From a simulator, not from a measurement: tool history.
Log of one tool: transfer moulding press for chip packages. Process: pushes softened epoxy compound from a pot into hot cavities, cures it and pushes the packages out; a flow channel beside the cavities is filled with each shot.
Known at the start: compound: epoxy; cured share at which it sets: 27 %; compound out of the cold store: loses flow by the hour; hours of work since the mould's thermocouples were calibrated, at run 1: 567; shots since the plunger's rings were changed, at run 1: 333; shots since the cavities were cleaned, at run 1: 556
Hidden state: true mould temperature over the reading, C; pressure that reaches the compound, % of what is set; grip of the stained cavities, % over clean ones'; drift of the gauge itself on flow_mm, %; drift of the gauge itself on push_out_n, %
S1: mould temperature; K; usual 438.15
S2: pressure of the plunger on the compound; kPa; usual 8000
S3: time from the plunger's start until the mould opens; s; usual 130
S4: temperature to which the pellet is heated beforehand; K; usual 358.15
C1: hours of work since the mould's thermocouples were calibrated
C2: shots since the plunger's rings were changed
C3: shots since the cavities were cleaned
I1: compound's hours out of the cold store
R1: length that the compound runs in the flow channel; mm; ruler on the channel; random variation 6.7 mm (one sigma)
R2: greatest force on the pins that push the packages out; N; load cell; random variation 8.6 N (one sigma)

run	hour	S1	S2	S3	S4	C1	C2	C3	I1	R1	R2
1	0.0	438.15	8000	130	358.15	567	333	556	45.1	682	379
2	26.8	438.15	8000	130	358.15	583	553	776	9.3	830	399
# hour 44.2: cavities cleaned with cleaning compound and waxed
3	61.5	438.15	8000	130	358.15	602	824	141	18.9	783	387
# hour 74.6: mould's thermocouples calibrated
4	89.2	438.15	8000	130	358.15	9	1035	352	30.3	747	388
5	124.9	438.15	9210	130	358.15	29	1328	645	30.8	779	392
# hour 159.3: cavities cleaned with cleaning compound and waxed
6	159.3	438.15	9210	130	358.15	49	1597	0	45.1	730	370
7	183.9	438.15	9210	157	358.15	63	1798	201	18.3	855	338
8	215.7	438.15	8000	130	358.15	81	2059	462	25.6	756	390
9	233.7	438.15	8000	130	358.15	92	2206	609	18.3	786	398
10	255.6	438.15	8000	130	358.15	105	2386	789	39.2	704	388
# hour 270.8: cavities cleaned with cleaning compound and waxed
11	300.4	438.15	8000	130	358.15	130	2741	243	19.7	780	398
12	340.4	438.15	8000	130	358.15	153	3069	571	42.3	686	387
13	364.1	438.15	8000	130	358.15	167	3263	765	21.4	777	385
# hour 385.1: cavities cleaned with cleaning compound and waxed
14	401.2	433.15	8000	120	349.15	188	3555	133	32.6	754	601
15	432.8	438.15	6870	151	358.15	206	3813	391	27.1	688	327
# hour 451.5: plunger's sealing rings changed
16	474.2	440.15	6820	134	358.15	229	186	710	24.9	693	369
# hour 498.7: cavities cleaned with cleaning compound and waxed
17	505.3	438.15	7650	163	358.15	246	428	53	39.0	690	349
18	536.0	438.15	7650	163	358.15	264	680	305	18.0	756	346
19	562.5	438.15	9770	167	358.15	280	897	522	30.8	816	327
20	581.9	438.15	9770	167	358.15	291	1056	681	43.3	765	334
21	603.1	444.15	8220	167	358.15	303	1230	855	15.8	796	318
# hour 610.7: cavities cleaned with cleaning compound and waxed
22	623.2	438.15	8330	130	367.15	314	1383	104	15.4	818	388
23	664.8	434.15	8330	111	364.15	338	1724	445	42.8	709	610
24	692.7	433.15	8840	135	364.15	355	1952	673	43.2	723	469
25	714.4	433.15	8840	135	364.15	367	2129	850	36.0	758	468
# hour 723.2: cavities cleaned with cleaning compound and waxed
26	735.5	433.15	8840	137	355.15	379	2290	101	27.5	801	454

5 ways to go on from here, each from the tool as it stands after run 26. What would each give?
A	772.3	440.15	9120	137	360.15	400	2592	403	29.3	?	?
B	772.3	430.15	8840	137	365.15	400	2592	403	12.2	?	?
C	772.3	434.15	6720	137	359.15	400	2592	403	34.6	?	?
D	772.3	438.15	6840	130	364.15	400	2592	403	21.3	?	?
E	772.3	438.15	8040	125	352.15	400	2592	403	30.6	?	?

run	R1	R2
A	785	350
B	867	568
C	685	431
D	720	381
E	748	406
Without the tool's hidden state the same runs would have given:
run	R1	R2
A	786	346
B	868	562
C	686	426
D	721	377
E	749	402
